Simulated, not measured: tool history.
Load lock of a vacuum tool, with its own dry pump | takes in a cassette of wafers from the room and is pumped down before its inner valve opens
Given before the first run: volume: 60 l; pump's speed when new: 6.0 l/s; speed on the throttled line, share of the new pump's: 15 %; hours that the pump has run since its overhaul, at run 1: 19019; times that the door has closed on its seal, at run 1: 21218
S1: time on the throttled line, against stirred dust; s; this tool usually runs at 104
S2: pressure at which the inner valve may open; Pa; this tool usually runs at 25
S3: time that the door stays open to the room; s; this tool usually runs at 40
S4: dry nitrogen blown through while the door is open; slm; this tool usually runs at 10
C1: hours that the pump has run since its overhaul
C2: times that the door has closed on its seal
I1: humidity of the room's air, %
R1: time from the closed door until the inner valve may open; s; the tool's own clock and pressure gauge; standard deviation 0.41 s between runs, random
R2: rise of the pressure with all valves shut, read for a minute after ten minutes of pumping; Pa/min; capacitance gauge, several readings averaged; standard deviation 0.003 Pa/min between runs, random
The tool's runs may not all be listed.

run 1 hour=0 | S1=104 S2=25 S3=40 S4=10 | C1=19019 C2=21218 | I1=44.3 | R1=178 R2=0.113
run 2 hour=266.2 | S1=104 S2=25 S3=40 S4=10 | C1=19285 C2=21870 | I1=44.1 | R1=177.6 R2=0.112
run 3 hour=428.8 | S1=104 S2=25 S3=40 S4=8 | C1=19448 C2=22268 | I1=42.1 | R1=177.6 R2=0.112
run 4 hour=545.3 | S1=104 S2=25 S3=40 S4=10 | C1=19564 C2=22553 | I1=43.5 | R1=177.9 R2=0.118
run 5 hour=744 | S1=104 S2=25 S3=40 S4=10 | C1=19763 C2=23039 | I1=44.3 | R1=178.2 R2=0.113
run 6 hour=918.4 | S1=104 S2=25 S3=40 S4=13 | C1=19937 C2=23466 | I1=44.9 | R1=178.2 R2=0.122
run 7 hour=1095.9 | S1=104 S2=25 S3=40 S4=8 | C1=20115 C2=23900 | I1=43.6 | R1=178.2 R2=0.128
run 8 hour=1274.1 | S1=104 S2=25 S3=40 S4=8 | C1=20293 C2=24336 | I1=45.5 | R1=178.8 R2=0.133
run 9 hour=1394 | S1=104 S2=25 S3=40 S4=10 | C1=20413 C2=24629 | I1=43.2 | R1=178.4 R2=0.132
run 10 hour=1545.1 | S1=104 S2=25 S3=40 S4=10 | C1=20564 C2=24999 | I1=46 | R1=177.6 R2=0.129
run 11 hour=1808 | S1=104 S2=25 S3=40 S4=12 | C1=20827 C2=25643 | I1=41 | R1=178.9 R2=0.137
run 12 hour=2004.3 | S1=104 S2=25 S3=40 S4=10 | C1=21023 C2=26123 | I1=45.9 | R1=178.9 R2=0.138
run 13 hour=2121.5 | S1=127 S2=25 S3=40 S4=10 | C1=21140 C2=26410 | I1=46.5 | R1=197.5 R2=0.141
run 14 hour=2317.2 | S1=69 S2=20 S3=40 S4=43 | C1=21336 C2=26889 | I1=43.3 | R1=151.7 R2=0.14
run 15 hour=2467.5 | S1=104 S2=48 S3=40 S4=10 | C1=21486 C2=27256 | I1=38.7 | R1=171.6 R2=0.144
run 16 hour=2661.9 | S1=104 S2=48 S3=40 S4=9 | C1=21681 C2=27732 | I1=43.3 | R1=171.4 R2=0.159
run 17 hour=2865.2 | S1=65 S2=40 S3=36 S4=15 | C1=21884 C2=28230 | I1=42.1 | R1=141 R2=0.152
run 18 hour=3081.7 | S1=65 S2=40 S3=36 S4=15 | C1=22100 C2=28759 | I1=45.7 | R1=141.1 R2=0.159

Forecast run 19:
run 19 hour=3323.2 | S1=125 S2=40 S3=36 S4=15 | C1=22342 C2=29350 | I1=46.7 | R1=? R2=?

{"run 19": {"R1": 190.7, "R2": 0.165}}
Minus the tool's unlogged condition, the same run would have read R1 184 s, R2 0.014 Pa/min.
